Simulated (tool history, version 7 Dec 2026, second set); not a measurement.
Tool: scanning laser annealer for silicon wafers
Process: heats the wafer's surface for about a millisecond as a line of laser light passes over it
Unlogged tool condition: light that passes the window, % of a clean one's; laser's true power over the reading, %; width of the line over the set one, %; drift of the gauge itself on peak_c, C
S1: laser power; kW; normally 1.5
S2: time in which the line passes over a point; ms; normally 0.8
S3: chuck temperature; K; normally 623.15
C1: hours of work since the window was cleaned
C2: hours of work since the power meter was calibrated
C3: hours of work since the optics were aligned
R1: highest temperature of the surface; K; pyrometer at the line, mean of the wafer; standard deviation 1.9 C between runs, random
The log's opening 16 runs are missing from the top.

Run 17, hour 929.9: usual settings but S1 1.548 kW, S2 0.812 ms, S3 616.15 K; C1 604; C2 795; C3 604. Result: R1 1467.15 K.
Run 18, hour 1000.5: usual settings but S1 1.332 kW, S2 0.772 ms, S3 606.15 K; C1 650; C2 841; C3 650. Result: R1 1295.15 K.
Run 19, hour 1042.4: usual settings but S1 1.332 kW, S2 0.772 ms, S3 606.15 K; C1 677; C2 868; C3 677. Result: R1 1296.15 K.
Run 20, hour 1120.4: usual settings but S1 1.332 kW, S2 0.772 ms, S3 606.15 K; C1 728; C2 918; C3 728. Result: R1 1293.15 K.
Run 21, hour 1180.3: usual settings but S1 1.56 kW, S2 0.77 ms, S3 611.15 K; C1 767; C2 957; C3 767. Result: R1 1441.15 K.
Run 22, hour 1244.1: usual settings but S1 1.56 kW, S2 0.77 ms, S3 611.15 K; C1 808; C2 999; C3 808. Result: R1 1438.15 K.
Run 23, hour 1310.7: usual settings but S1 1.582 kW, S2 0.77 ms, S3 604.15 K; C1 851; C2 1042; C3 851. Result: R1 1444.15 K.
Run 24, hour 1390.1: usual settings but S1 1.518 kW, S2 0.616 ms, S3 653.15 K; C1 903; C2 1094; C3 903. Result: R1 1367.15 K.
Run 25, hour 1446.2: usual settings but S1 1.518 kW, S2 0.616 ms, S3 653.15 K; C1 939; C2 1130; C3 939. Result: R1 1366.15 K.
At hour 1496.2: window over the wafer cleaned.
Run 26, hour 1509.4: usual settings but S1 1.534 kW; C1 9; C2 1170; C3 979. Result: R1 1459.15 K.
Run 27, hour 1548.5: usual settings but S2 0.673 ms, S3 615.15 K; C1 34; C2 1195; C3 1005. Result: R1 1362.15 K.
Run 28, hour 1600.7: usual settings but S2 0.698 ms; C1 68; C2 1229; C3 1038. Result: R1 1384.15 K.
Run 29, hour 1666.7: usual settings but S1 1.549 kW, S2 0.717 ms, S3 592.15 K; C1 111; C2 1272; C3 1081. Result: R1 1393.15 K.

Expected results for the next run?
Run 30, hour 1703.5: usual settings but S1 1.549 kW, S2 0.717 ms, S3 592.15 K; C1 135; C2 1296; C3 1105. Result: R1 ?.

R1: 1391.15 K
Had the tool carried no hidden state, the very same run would have given R1 1418.15 K.
